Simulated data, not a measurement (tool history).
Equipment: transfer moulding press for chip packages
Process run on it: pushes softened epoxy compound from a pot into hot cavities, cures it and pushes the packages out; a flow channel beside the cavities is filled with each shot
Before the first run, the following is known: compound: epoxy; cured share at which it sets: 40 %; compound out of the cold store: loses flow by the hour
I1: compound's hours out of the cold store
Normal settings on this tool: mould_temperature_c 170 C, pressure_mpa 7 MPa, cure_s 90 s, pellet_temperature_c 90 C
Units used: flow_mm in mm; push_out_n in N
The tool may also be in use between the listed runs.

run 1 hour=0.0 | mould_temperature_c=170 pressure_mpa=7 cure_s=90 pellet_temperature_c=90 | I1=13.9 | flow_mm=989 push_out_n=912
-- hour=20.8 cavities cleaned with cleaning compound and waxed
run 2 hour=33.0 | mould_temperature_c=170 pressure_mpa=7 cure_s=90 pellet_temperature_c=90 | I1=17.9 | flow_mm=968 push_out_n=668
run 3 hour=53.1 | mould_temperature_c=174 pressure_mpa=7 cure_s=90 pellet_temperature_c=90 | I1=45.1 | flow_mm=872 push_out_n=724
run 4 hour=82.9 | mould_temperature_c=174 pressure_mpa=7 cure_s=90 pellet_temperature_c=90 | I1=41.0 | flow_mm=884 push_out_n=787
-- hour=94.6 cavities cleaned with cleaning compound and waxed
run 5 hour=130.6 | mould_temperature_c=170 pressure_mpa=7 cure_s=90 pellet_temperature_c=90 | I1=13.9 | flow_mm=973 push_out_n=834
run 6 hour=159.2 | mould_temperature_c=170 pressure_mpa=7 cure_s=111 pellet_temperature_c=90 | I1=22.9 | flow_mm=937 push_out_n=743
-- hour=168.4 cavities cleaned with cleaning compound and waxed
run 7 hour=182.3 | mould_temperature_c=170 pressure_mpa=7 cure_s=111 pellet_temperature_c=90 | I1=17.9 | flow_mm=952 push_out_n=573
-- hour=195.2 mould's thermocouples calibrated
run 8 hour=207.1 | mould_temperature_c=170 pressure_mpa=7 cure_s=111 pellet_temperature_c=90 | I1=14.9 | flow_mm=950 push_out_n=683
run 9 hour=233.5 | mould_temperature_c=170 pressure_mpa=7 cure_s=111 pellet_temperature_c=90 | I1=15.2 | flow_mm=949 push_out_n=754
-- hour=245.1 cavities cleaned with cleaning compound and waxed
run 10 hour=269.5 | mould_temperature_c=170 pressure_mpa=7 cure_s=111 pellet_temperature_c=90 | I1=8.1 | flow_mm=963 push_out_n=655
-- hour=306.1 plunger's sealing rings changed
run 11 hour=313.3 | mould_temperature_c=170 pressure_mpa=7 cure_s=111 pellet_temperature_c=90 | I1=45.9 | flow_mm=922 push_out_n=782
-- hour=321.7 cavities cleaned with cleaning compound and waxed
run 12 hour=349.7 | mould_temperature_c=170 pressure_mpa=7 cure_s=111 pellet_temperature_c=90 | I1=14.9 | flow_mm=1009 push_out_n=678
run 13 hour=390.1 | mould_temperature_c=170 pressure_mpa=7 cure_s=111 pellet_temperature_c=90 | I1=39.3 | flow_mm=936 push_out_n=767
-- hour=395.8 cavities cleaned with cleaning compound and waxed
run 14 hour=418.9 | mould_temperature_c=170 pressure_mpa=7 cure_s=90 pellet_temperature_c=90 | I1=13.6 | flow_mm=999 push_out_n=705
run 15 hour=462.2 | mould_temperature_c=172 pressure_mpa=7 cure_s=90 pellet_temperature_c=90 | I1=21.9 | flow_mm=969 push_out_n=844

Expected results for the next run?
-- hour=470.6 cavities cleaned with cleaning compound and waxed
run 16 hour=488.0 | mould_temperature_c=172 pressure_mpa=7 cure_s=91 pellet_temperature_c=90 | I1=34.3 | flow_mm=? push_out_n=?

flow_mm: 929 mm
push_out_n: 633 N
Without the tool's hidden state the same run would have given flow_mm 954 mm, push_out_n 448 N.
